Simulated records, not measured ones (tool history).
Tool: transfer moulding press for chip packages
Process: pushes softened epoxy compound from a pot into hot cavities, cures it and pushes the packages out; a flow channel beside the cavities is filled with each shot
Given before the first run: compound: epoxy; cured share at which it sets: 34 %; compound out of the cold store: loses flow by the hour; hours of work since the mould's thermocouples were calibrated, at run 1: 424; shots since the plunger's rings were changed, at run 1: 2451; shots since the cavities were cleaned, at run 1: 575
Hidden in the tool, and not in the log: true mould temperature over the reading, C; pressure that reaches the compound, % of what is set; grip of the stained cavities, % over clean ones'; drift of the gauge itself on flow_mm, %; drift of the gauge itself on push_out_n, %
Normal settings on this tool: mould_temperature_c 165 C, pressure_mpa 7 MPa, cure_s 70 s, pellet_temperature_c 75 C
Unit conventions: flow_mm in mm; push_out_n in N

run,hour,mould_temperature_c,pressure_mpa,cure_s,pellet_temperature_c,hours of work since the mould's thermocouples were calibrated,shots since the plunger's rings were changed,shots since the cavities were cleaned,incoming compound's hours out of the cold store,flow_mm,push_out_n
1,0.0,165,7,70,75,424,2451,575,16.9,720,641
# hour 4.9: cavities cleaned with cleaning compound and waxed
2,8.2,173,7,70,75,429,2571,60,20.6,690,600
3,23.4,162,7,70,75,440,2842,331,35.2,671,863
4,29.9,165,7,70,75,444,2959,448,32.3,676,699
# hour 41.7: cavities cleaned with cleaning compound and waxed
5,42.2,165,7,70,75,452,3152,9,23.0,694,352
6,56.7,165,7,70,75,462,3412,269,43.5,641,523
7,64.0,165,7,70,75,467,3540,397,35.0,675,564
# hour 73.5: cavities cleaned with cleaning compound and waxed, once more
8,75.6,165,7,70,75,474,3721,36,8.5,730,401
9,82.6,165,7,70,75,479,3847,162,13.0,723,512
# hour 91.4: plunger's sealing rings changed
10,98.4,157,7,70,75,488,124,399,40.2,729,967
11,109.1,157,7,70,75,496,316,591,43.3,717,1038
# hour 113.4: cavities cleaned with cleaning compound and waxed
12,123.5,172,7,70,75,505,546,179,43.0,673,368
13,132.6,172,7,70,75,511,709,342,46.0,668,419
14,142.1,172,7,70,75,518,878,511,41.9,671,448
# hour 151.2: cavities cleaned with cleaning compound and waxed
15,151.7,159,7,60,83,524,1024,10,40.0,711,718
16,166.7,159,7,60,83,534,1292,278,32.3,730,1096
17,173.2,163,7,70,82,539,1409,395,27.4,734,652
18,183.8,172,7,78,76,546,1598,584,31.1,677,457

Estimate the outcome of run 19 from the log above:
# hour 188.5: cavities cleaned with cleaning compound and waxed
19,201.0,172,7,78,76,557,1879,224,40.3,?,?

flow_mm: 667 mm
push_out_n: 353 N
The same run, on a tool lacking any hidden state, would have yielded flow_mm 689 mm, push_out_n 236 N.
